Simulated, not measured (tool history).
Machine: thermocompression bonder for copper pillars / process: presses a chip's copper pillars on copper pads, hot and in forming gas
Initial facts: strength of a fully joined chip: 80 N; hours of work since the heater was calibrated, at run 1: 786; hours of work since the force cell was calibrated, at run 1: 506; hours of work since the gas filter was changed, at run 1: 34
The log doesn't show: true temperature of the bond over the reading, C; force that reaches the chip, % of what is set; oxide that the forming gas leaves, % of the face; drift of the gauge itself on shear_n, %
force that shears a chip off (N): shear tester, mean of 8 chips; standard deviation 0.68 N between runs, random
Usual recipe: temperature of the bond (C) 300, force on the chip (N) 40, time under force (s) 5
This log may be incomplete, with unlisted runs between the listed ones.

run   hour  temperature of the bond (C)  force on the chip (N)  time under force (s)  hours of work since the heater was calibrated  hours of work since the force cell was calibrated  hours of work since the gas filter was changed  force that shears a chip off (N)
  1      0                          300                     40                     5                                            786                                                506                                              34                              42.1
  2   20.2                          300                     40                     8                                            795                                                515                                              43                              47.1
  3   36.5                          300                     40                     8                                            802                                                522                                              50                              47.2
  4   70.7                          300                     40                     5                                            817                                                537                                              65                              39.3
  5  103.1                          300                     40                     5                                            831                                                551                                              79                              39.1
  6  128.5                          300                     40                     5                                            842                                                562                                              89                                39
  7  156.1                          300                     40                     5                                            854                                                574                                             101                                40
     159.3  -- forming gas filter changed
  8  187.5                          300                     40                     5                                            867                                                587                                              12                              40.3
  9  214.5                          300                     40                     5                                            879                                                599                                              24                              40.6
     219.2  -- force cell calibrated
 10  231.6                          300                     40                     5                                            885                                                  5                                              31                              39.7
 11  251.6                          300                     40                     5                                            894                                                 14                                              39                              39.6
 12  271.8                          300                     40                     7                                            903                                                 23                                              48                                43
 13  295.5                          300                     40                     7                                            913                                                 33                                              58                              44.4
       302  -- force cell calibrated, once more
 14    319                          289                     56                     5                                            922                                                  7                                              68                              44.7
 15  342.9                          300                     27                     5                                            933                                                 18                                              78                              28.7
 16  357.7                          270                     40                     6                                            939                                                 24                                              84                              28.5
 17  380.9                          299                     38                    11                                            949                                                 34                                              94                              48.7
     402.5  -- forming gas filter changed
 18  405.7                          300                     27                     5                                            960                                                 45                                               1                              30.9
 19  427.6                          295                     27                     9                                            969                                                 54                                              11                              36.2
 20  451.5                          295                     27                     9                                            979                                                 64                                              21                                36
 21  465.4                          274                     36                     6                                            985                                                 70                                              27                              28.1
     474.6  -- heater calibrated with a thermocouple chip
 22  485.5                          306                     25                     3                                              5                                                 78                                              35                              27.2

Here are 4 independent what-if runs from the current tool condition. What would each one return?
  A  501.2                          311                     25                     4                                             12                                                 85                                              42                                 ?
  B  501.2                          307                     25                     3                                             12                                                 85                                              42                                 ?
  C  501.2                          324                     29                    11                                             12                                                 85                                              42                                 ?
  D  501.2                          300                     40                    11                                             12                                                 85                                              42                                 ?

run  force that shears a chip off (N)
  A                              33.5
  B                              28.3
  C                              56.7
  D                              55.8
Without the tool's unlogged condition, the same runs would have read:
run  force that shears a chip off (N)
  A                              34.9
  B                              29.5
  C                              58.6
  D                              57.7
